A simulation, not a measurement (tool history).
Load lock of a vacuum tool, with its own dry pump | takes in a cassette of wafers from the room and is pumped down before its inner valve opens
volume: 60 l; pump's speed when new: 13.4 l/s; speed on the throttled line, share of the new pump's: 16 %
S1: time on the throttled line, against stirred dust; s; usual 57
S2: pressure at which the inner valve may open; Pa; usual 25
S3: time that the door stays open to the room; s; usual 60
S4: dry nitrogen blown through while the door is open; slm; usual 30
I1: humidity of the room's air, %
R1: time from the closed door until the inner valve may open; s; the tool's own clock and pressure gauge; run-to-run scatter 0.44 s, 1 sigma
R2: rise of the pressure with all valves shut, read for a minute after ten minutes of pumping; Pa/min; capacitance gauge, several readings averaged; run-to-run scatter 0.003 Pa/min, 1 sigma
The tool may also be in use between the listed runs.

Run 1, day 0: usual settings; I1 45.4. Result: R1 87.7 s, R2 0.069 Pa/min.
Run 2, day 9.004: usual settings; I1 43.5. Result: R1 88.5 s, R2 0.066 Pa/min.
Run 3, day 19.625: usual settings; I1 44.6. Result: R1 89.4 s, R2 0.069 Pa/min.
Run 4, day 28.25: usual settings but S4 21 slm; I1 44.1. Result: R1 89.3 s, R2 0.075 Pa/min.
Run 5, day 42.95: usual settings but S4 21 slm; I1 42.3. Result: R1 88.7 s, R2 0.081 Pa/min.
Run 6, day 56.733: usual settings but S4 21 slm; I1 45.9. Result: R1 89 s, R2 0.079 Pa/min.
Run 7, day 75.308: usual settings but S1 75 s; I1 45.7. Result: R1 104.4 s, R2 0.077 Pa/min.
Run 8, day 87.717: usual settings; I1 42.3. Result: R1 88.4 s, R2 0.077 Pa/min.
At day 95.671: dry pump taken out, an overhauled one fitted.
Run 9, day 105.354: usual settings; I1 46. Result: R1 84.5 s, R2 0.088 Pa/min.
Run 10, day 119.579: usual settings but S4 34 slm; I1 47.8. Result: R1 85.5 s, R2 0.086 Pa/min.
Run 11, day 128.467: usual settings but S4 34 slm; I1 43.2. Result: R1 85.3 s, R2 0.084 Pa/min.
Run 12, day 141.425: usual settings but S4 34 slm; I1 46.2. Result: R1 85.1 s, R2 0.083 Pa/min.
Run 13, day 152.708: usual settings but S3 26 s; I1 43.6. Result: R1 86.2 s, R2 0.075 Pa/min.
Run 14, day 173.162: usual settings but S3 26 s; I1 42.9. Result: R1 85.8 s, R2 0.073 Pa/min.
Run 15, day 193.025: usual settings but S3 56 s; I1 43.5. Result: R1 85.7 s, R2 0.091 Pa/min.
Run 16, day 201.875: usual settings; I1 44.2. Result: R1 85.6 s, R2 0.093 Pa/min.
Run 17, day 214.846: usual settings; I1 40.6. Result: R1 85 s, R2 0.09 Pa/min.
Run 18, day 234.512: usual settings but S3 147 s; I1 44.9. Result: R1 85.8 s, R2 0.106 Pa/min.
Run 19, day 246.338: usual settings but S2 19 Pa; I1 44. Result: R1 87 s, R2 0.093 Pa/min.
Run 20, day 259.804: usual settings but S1 32 s, S2 45 Pa, S3 26 s; I1 45.4. Result: R1 62.4 s, R2 0.081 Pa/min.
Run 21, day 276.729: usual settings but S1 82 s, S2 30 Pa, S4 9 slm; I1 45.2. Result: R1 103.8 s, R2 0.112 Pa/min.
Run 22, day 288.146: usual settings but S1 82 s, S2 34 Pa, S4 6 slm; I1 48.6. Result: R1 104.4 s, R2 0.116 Pa/min.
Run 23, day 301.367: usual settings but S1 89 s, S2 30 Pa, S3 26 s, S4 26 slm; I1 45.7. Result: R1 112 s, R2 0.094 Pa/min.
Run 24, day 322.3: usual settings but S1 89 s, S2 30 Pa, S3 26 s, S4 26 slm; I1 47.8. Result: R1 110.9 s, R2 0.095 Pa/min.
Run 25, day 331.425: usual settings but S1 89 s, S2 30 Pa, S3 26 s, S4 26 slm; I1 44.3. Result: R1 111.4 s, R2 0.095 Pa/min.
Run 26, day 344.267: usual settings but S1 89 s, S2 30 Pa, S3 26 s, S4 26 slm; I1 44. Result: R1 111.2 s, R2 0.096 Pa/min.
Run 27, day 363.583: usual settings but S1 94 s, S2 30 Pa, S3 26 s, S4 7 slm; I1 43.4. Result: R1 115.8 s, R2 0.113 Pa/min.
Run 28, day 375.533: usual settings but S3 42 s, S4 10 slm; I1 46.3. Result: R1 86 s, R2 0.114 Pa/min.
Run 29, day 384.25: usual settings but S3 43 s, S4 6 slm; I1 45.4. Result: R1 86.5 s, R2 0.12 Pa/min.
Run 30, day 402.833: usual settings but S2 28 Pa, S3 147 s, S4 16 slm; I1 46.9. Result: R1 86.4 s, R2 0.143 Pa/min.
Run 31, day 417.738: usual settings but S1 96 s, S3 102 s, S4 5 slm; I1 46.6. Result: R1 119.7 s, R2 0.145 Pa/min.
Run 32, day 437.538: usual settings but S1 76 s, S2 33 Pa, S3 176 s, S4 40 slm; I1 43.3. Result: R1 100.9 s, R2 0.114 Pa/min.
Run 33, day 457.508: usual settings but S1 76 s, S2 47 Pa, S3 105 s, S4 40 slm; I1 44.2. Result: R1 99.9 s, R2 0.119 Pa/min.
Run 34, day 471.992: usual settings but S1 32 s; I1 41.9. Result: R1 66.6 s, R2 0.12 Pa/min.
Run 35, day 480.388: usual settings but S1 32 s; I1 43.6. Result: R1 66.4 s, R2 0.123 Pa/min.
Run 36, day 498.325: usual settings but S1 38 s, S2 31 Pa; I1 43. Result: R1 69.9 s, R2 0.119 Pa/min.
Run 37, day 518.508: usual settings but S1 38 s, S2 31 Pa; I1 46.8. Result: R1 70.3 s, R2 0.13 Pa/min.

Forecast run 38:
Run 38, day 535.838: usual settings but S1 38 s, S2 31 Pa; I1 44.6. Result: R1 ?, R2 ?.

R1: 70.1 s
R2: 0.137 Pa/min
On a tool with no hidden condition, and with the same random variation, this run would have come out at R1 68.1 s, R2 0.04 Pa/min.
